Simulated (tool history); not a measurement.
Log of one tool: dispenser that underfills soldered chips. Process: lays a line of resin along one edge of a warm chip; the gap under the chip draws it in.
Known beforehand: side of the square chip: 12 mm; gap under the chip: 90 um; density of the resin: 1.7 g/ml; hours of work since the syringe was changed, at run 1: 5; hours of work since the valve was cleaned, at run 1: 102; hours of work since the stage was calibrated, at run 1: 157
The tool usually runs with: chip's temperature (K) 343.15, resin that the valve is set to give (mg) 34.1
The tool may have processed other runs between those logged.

| run | hour | chip's temperature (K) | resin that the valve is set to give (mg) | hours of work since the syringe was changed | hours of work since the valve was cleaned | hours of work since the stage was calibrated | time until the resin shows at the far edge (s) | resin that the valve gave (mg) |
|---|---|---|---|---|---|---|---|---|
| 1 | 0 | 343.15 | 34.1 | 5 | 102 | 157 | 186.9 | 32.92 |
|  | 3.7 | new syringe of resin |
| 2 | 12.6 | 343.15 | 34.1 | 7 | 111 | 166 | 186.9 | 32.73 |
|  | 13.8 | new syringe of resin |
| 3 | 21.5 | 343.15 | 34.1 | 6 | 117 | 172 | 185.2 | 32.41 |
|  | 23.7 | new syringe of resin |
|  | 27.4 | dispensing valve cleaned and set on the balance |
| 4 | 28.9 | 343.15 | 34.1 | 3 | 1 | 177 | 167.5 | 33.99 |
|  | 34.6 | new syringe of resin |
| 5 | 40.3 | 343.15 | 34.1 | 4 | 9 | 185 | 172.8 | 33.87 |
|  | 44.2 | new syringe of resin |
| 6 | 48.2 | 342.15 | 40.4 | 3 | 15 | 191 | 170 | 39.94 |
|  | 53.8 | new syringe of resin |
| 7 | 59.3 | 345.15 | 40.5 | 4 | 23 | 199 | 159 | 40.15 |
|  | 63.4 | new syringe of resin |
| 8 | 68.8 | 345.15 | 40.5 | 4 | 30 | 205 | 161 | 39.94 |
|  | 73.2 | new syringe of resin |
| 9 | 81.8 | 354.15 | 42.6 | 6 | 39 | 215 | 125.1 | 42.16 |
|  | 83.3 | new syringe of resin |
|  | 93.2 | new syringe of resin |
| 10 | 94.7 | 356.15 | 43 | 1 | 48 | 224 | 98.4 | 41.61 |

Below are 5 alternative next runs, each starting from the tool's condition after run 10. Predict each:
| A | 100.5 | 333.15 | 43 | 5 | 52 | 228 | ? | ? |
| B | 100.5 | 343.15 | 43 | 5 | 52 | 228 | ? | ? |
| C | 100.5 | 348.15 | 36.8 | 5 | 52 | 228 | ? | ? |
| D | 100.5 | 346.15 | 36.7 | 5 | 52 | 228 | ? | ? |
| E | 100.5 | 344.15 | 37.6 | 5 | 52 | 228 | ? | ? |

| run | time until the resin shows at the far edge (s) | resin that the valve gave (mg) |
|---|---|---|
| A | 255.5 | 42.11 |
| B | 178.2 | 42.24 |
| C | 153.2 | 35.91 |
| D | 161.5 | 35.72 |
| E | 173.8 | 36.63 |
What these runs would have given with no unlogged condition in the tool:
| run | time until the resin shows at the far edge (s) | resin that the valve gave (mg) |
|---|---|---|
| A | 215.5 | 43.13 |
| B | 150.1 | 43.26 |
| C | 128.9 | 36.78 |
| D | 135.8 | 36.57 |
| E | 146.2 | 37.51 |

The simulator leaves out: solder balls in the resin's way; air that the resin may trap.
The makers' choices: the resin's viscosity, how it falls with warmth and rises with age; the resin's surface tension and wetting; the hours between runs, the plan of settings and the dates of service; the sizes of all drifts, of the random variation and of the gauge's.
